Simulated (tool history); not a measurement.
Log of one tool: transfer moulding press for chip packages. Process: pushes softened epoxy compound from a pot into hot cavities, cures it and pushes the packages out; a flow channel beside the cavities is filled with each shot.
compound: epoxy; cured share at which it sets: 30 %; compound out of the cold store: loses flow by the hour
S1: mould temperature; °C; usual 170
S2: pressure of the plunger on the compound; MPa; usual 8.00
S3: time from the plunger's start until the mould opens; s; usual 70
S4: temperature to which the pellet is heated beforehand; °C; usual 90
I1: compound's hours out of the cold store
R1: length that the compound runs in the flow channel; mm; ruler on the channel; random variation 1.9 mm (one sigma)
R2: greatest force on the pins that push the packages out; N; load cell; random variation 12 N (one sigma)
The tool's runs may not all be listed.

| run | hour | S1 | S2 | S3 | S4 | I1 | R1 | R2 |
|---|---|---|---|---|---|---|---|---|
| 1 | 0.0 | 170 | 8.00 | 70 | 90 | 44.1 | 655 | 948 |
| 2 | 7.5 | 170 | 8.00 | 70 | 90 | 23.9 | 729 | 1011 |
| 3 | 14.1 | 170 | 8.00 | 70 | 90 | 40.4 | 668 | 641 |
| 4 | 23.8 | 170 | 8.00 | 70 | 90 | 30.7 | 704 | 791 |
| 5 | 36.2 | 170 | 8.00 | 70 | 90 | 27.3 | 714 | 903 |
| 6 | 51.3 | 170 | 8.00 | 70 | 90 | 45.7 | 663 | 963 |
| 7 | 58.5 | 170 | 8.00 | 70 | 90 | 36.0 | 700 | 612 |
| 8 | 66.3 | 170 | 8.00 | 58 | 90 | 33.0 | 713 | 1186 |
| 9 | 77.7 | 170 | 8.00 | 58 | 85 | 39.5 | 687 | 1329 |
| 10 | 83.7 | 170 | 8.00 | 58 | 85 | 32.7 | 712 | 1516 |
| 11 | 90.0 | 170 | 8.00 | 70 | 90 | 17.3 | 770 | 1052 |
| 12 | 99.5 | 170 | 8.00 | 70 | 90 | 44.4 | 664 | 1032 |
| 13 | 112.5 | 170 | 8.00 | 70 | 90 | 18.7 | 765 | 741 |
| 14 | 124.6 | 178 | 8.00 | 70 | 90 | 25.5 | 703 | 653 |
| 15 | 134.0 | 178 | 8.00 | 70 | 90 | 27.8 | 691 | 696 |
| 16 | 147.6 | 178 | 8.00 | 70 | 90 | 32.4 | 673 | 441 |
| 17 | 159.0 | 178 | 8.00 | 70 | 90 | 29.0 | 685 | 558 |
| 18 | 168.5 | 175 | 8.97 | 70 | 90 | 27.2 | 742 | 680 |
| 19 | 178.3 | 167 | 8.97 | 69 | 89 | 35.5 | 741 | 1282 |
| 20 | 186.0 | 165 | 8.58 | 70 | 86 | 36.9 | 727 | 1511 |
| 21 | 200.0 | 167 | 8.00 | 70 | 93 | 24.9 | 733 | 955 |
| 22 | 209.5 | 167 | 8.00 | 102 | 87 | 9.9 | 801 | 617 |
| 23 | 223.3 | 170 | 6.10 | 70 | 90 | 38.9 | 607 | 927 |
| 24 | 228.6 | 170 | 6.10 | 70 | 90 | 43.4 | 588 | 1016 |
| 25 | 240.0 | 163 | 6.65 | 91 | 83 | 44.9 | 635 | 631 |
| 26 | 251.8 | 163 | 6.65 | 91 | 83 | 30.4 | 686 | 840 |
| 27 | 264.1 | 163 | 6.65 | 91 | 83 | 21.8 | 720 | 970 |
| 28 | 273.6 | 163 | 6.65 | 91 | 83 | 23.0 | 710 | 1055 |
| 29 | 287.4 | 163 | 6.88 | 91 | 90 | 23.5 | 718 | 700 |

Taken out of this log: 9 entries between the listed runs. Where each belongs, and how the hidden state differs across it:
Between runs 2 and 3: cavities cleaned with cleaning compound and waxed (hour 10.6)
  true mould temperature over the reading, C: -0.79 -> -0.8; pressure that reaches the compound, % of what is set: 94.34 -> 94.11; grip of the stained cavities, % over clean ones': 77.8 -> 12.1
  measured less the result without the state, R1: -19 -> -17 mm; R2: +473 -> +96 N
Between runs 5 and 6: plunger's sealing rings changed (hour 46.4)
  true mould temperature over the reading, C: -0.84 -> -0.86; pressure that reaches the compound, % of what is set: 93.19 -> 99.39; grip of the stained cavities, % over clean ones': 62 -> 79.6
  measured less the result without the state, R1: -22 -> +1 mm; R2: +377 -> +455 N
Between runs 6 and 7: cavities cleaned with cleaning compound and waxed (hour 57.6)
  true mould temperature over the reading, C: -0.86 -> -0.87; pressure that reaches the compound, % of what is set: 99.39 -> 99.15; grip of the stained cavities, % over clean ones': 79.6 -> 6
  measured less the result without the state, R1: +1 -> +0 mm; R2: +455 -> +65 N
Between runs 12 and 13: cavities cleaned with cleaning compound and waxed (hour 101.7)
  true mould temperature over the reading, C: -0.95 -> -0.97; pressure that reaches the compound, % of what is set: 97.39 -> 96.87; grip of the stained cavities, % over clean ones': 82.6 -> 32.8
  measured less the result without the state, R1: -6 -> -8 mm; R2: +499 -> +222 N
Between runs 15 and 16: cavities cleaned with cleaning compound and waxed (hour 145.9)
  true mould temperature over the reading, C: -1.01 -> -1.03; pressure that reaches the compound, % of what is set: 95.9 -> 95.4; grip of the stained cavities, % over clean ones': 71.4 -> 9.3
  measured less the result without the state, R1: -12 -> -13 mm; R2: +297 -> +46 N
Between runs 20 and 21: cavities cleaned with cleaning compound and waxed (hour 190.0)
  true mould temperature over the reading, C: -1.11 -> -1.13; pressure that reaches the compound, % of what is set: 93.68 -> 93.14; grip of the stained cavities, % over clean ones': 82.1 -> 30.3
  measured less the result without the state, R1: -20 -> -22 mm; R2: +749 -> +283 N
Between runs 22 and 23: plunger's sealing rings changed (hour 216.4)
  true mould temperature over the reading, C: -1.15 -> -1.17; pressure that reaches the compound, % of what is set: 92.71 -> 99.15; grip of the stained cavities, % over clean ones': 50.8 -> 69.4
  measured less the result without the state, R1: -25 -> +1 mm; R2: +221 -> +421 N
Between runs 24 and 25: cavities cleaned with cleaning compound and waxed (hour 236.6)
  true mould temperature over the reading, C: -1.18 -> -1.2; pressure that reaches the compound, % of what is set: 98.91 -> 98.49; grip of the stained cavities, % over clean ones': 76.5 -> 10.4
  measured less the result without the state, R1: +1 -> +0 mm; R2: +481 -> +102 N
Between runs 28 and 29: cavities cleaned with cleaning compound and waxed (hour 281.4)
  true mould temperature over the reading, C: -1.26 -> -1.28; pressure that reaches the compound, % of what is set: 97.07 -> 96.56; grip of the stained cavities, % over clean ones': 76.9 -> 21
  measured less the result without the state, R1: -5 -> -7 mm; R2: +508 -> +172 N
